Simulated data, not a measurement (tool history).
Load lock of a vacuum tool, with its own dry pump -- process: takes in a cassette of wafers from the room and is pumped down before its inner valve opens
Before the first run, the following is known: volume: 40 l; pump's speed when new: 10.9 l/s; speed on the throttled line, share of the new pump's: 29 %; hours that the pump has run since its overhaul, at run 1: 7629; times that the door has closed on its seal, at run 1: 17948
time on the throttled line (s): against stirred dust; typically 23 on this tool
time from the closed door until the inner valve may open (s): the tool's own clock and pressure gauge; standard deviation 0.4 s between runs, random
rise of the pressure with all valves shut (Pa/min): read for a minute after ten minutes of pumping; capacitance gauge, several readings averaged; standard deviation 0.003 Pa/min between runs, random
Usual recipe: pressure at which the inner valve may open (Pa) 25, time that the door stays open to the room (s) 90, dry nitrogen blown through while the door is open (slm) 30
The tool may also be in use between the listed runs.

| run | hour | time on the throttled line (s) | pressure at which the inner valve may open (Pa) | time that the door stays open to the room (s) | dry nitrogen blown through while the door is open (slm) | hours that the pump has run since its overhaul | times that the door has closed on its seal | incoming humidity of the room's air, % | time from the closed door until the inner valve may open (s) | rise of the pressure with all valves shut (Pa/min) |
|---|---|---|---|---|---|---|---|---|---|---|
| 1 | 0 | 23 | 25 | 90 | 30 | 7629 | 17948 | 44.7 | 49.9 | 0.076 |
| 2 | 67.8 | 23 | 25 | 90 | 30 | 7697 | 18281 | 48 | 49.8 | 0.087 |
| 3 | 163.3 | 23 | 25 | 40 | 30 | 7792 | 18751 | 44.6 | 50.3 | 0.074 |
| 4 | 277.9 | 23 | 25 | 40 | 30 | 7907 | 19315 | 44.7 | 50.6 | 0.079 |
| 5 | 354 | 23 | 25 | 40 | 30 | 7983 | 19689 | 45.3 | 50.1 | 0.087 |
| 6 | 415 | 23 | 25 | 40 | 30 | 8044 | 19989 | 45.7 | 49.8 | 0.079 |
| 7 | 518.5 | 23 | 25 | 40 | 30 | 8148 | 20498 | 43.2 | 50.6 | 0.083 |
| 8 | 645.2 | 27 | 27 | 219 | 22 | 8274 | 21121 | 45 | 52 | 0.105 |
| 9 | 753.2 | 27 | 27 | 219 | 22 | 8382 | 21652 | 47.7 | 52.9 | 0.112 |
| 10 | 854.7 | 33 | 27 | 52 | 22 | 8484 | 22151 | 47.4 | 57.4 | 0.093 |
| 11 | 957.4 | 27 | 46 | 240 | 30 | 8586 | 22657 | 43.2 | 50.2 | 0.102 |
| 12 | 1031 | 27 | 46 | 240 | 44 | 8660 | 23019 | 44.9 | 50.5 | 0.099 |
| 13 | 1143.6 | 17 | 46 | 181 | 44 | 8773 | 23572 | 41.7 | 43.8 | 0.097 |
| 14 | 1235.9 | 13 | 40 | 47 | 44 | 8865 | 24027 | 45.7 | 42 | 0.091 |

Forecast each of these 4 alternatives for the next run:
| A | 1297.3 | 13 | 40 | 104 | 44 | 8926 | 24329 | 44.7 | ? | ? |
| B | 1297.3 | 23 | 25 | 90 | 5 | 8926 | 24329 | 44.7 | ? | ? |
| C | 1297.3 | 23 | 25 | 90 | 6 | 8926 | 24329 | 43.4 | ? | ? |
| D | 1297.3 | 12 | 25 | 90 | 30 | 8926 | 24329 | 46.5 | ? | ? |

| run | time from the closed door until the inner valve may open (s) | rise of the pressure with all valves shut (Pa/min) |
|---|---|---|
| A | 41.5 | 0.106 |
| B | 49.6 | 0.139 |
| C | 51.2 | 0.129 |
| D | 44.3 | 0.105 |
Take away the tool's hidden state, keep each run's random variation, and the runs would have read:
| run | time from the closed door until the inner valve may open (s) | rise of the pressure with all valves shut (Pa/min) |
|---|---|---|
| A | 37.7 | 0.027 |
| B | 46 | 0.059 |
| C | 47.6 | 0.049 |
| D | 40 | 0.026 |
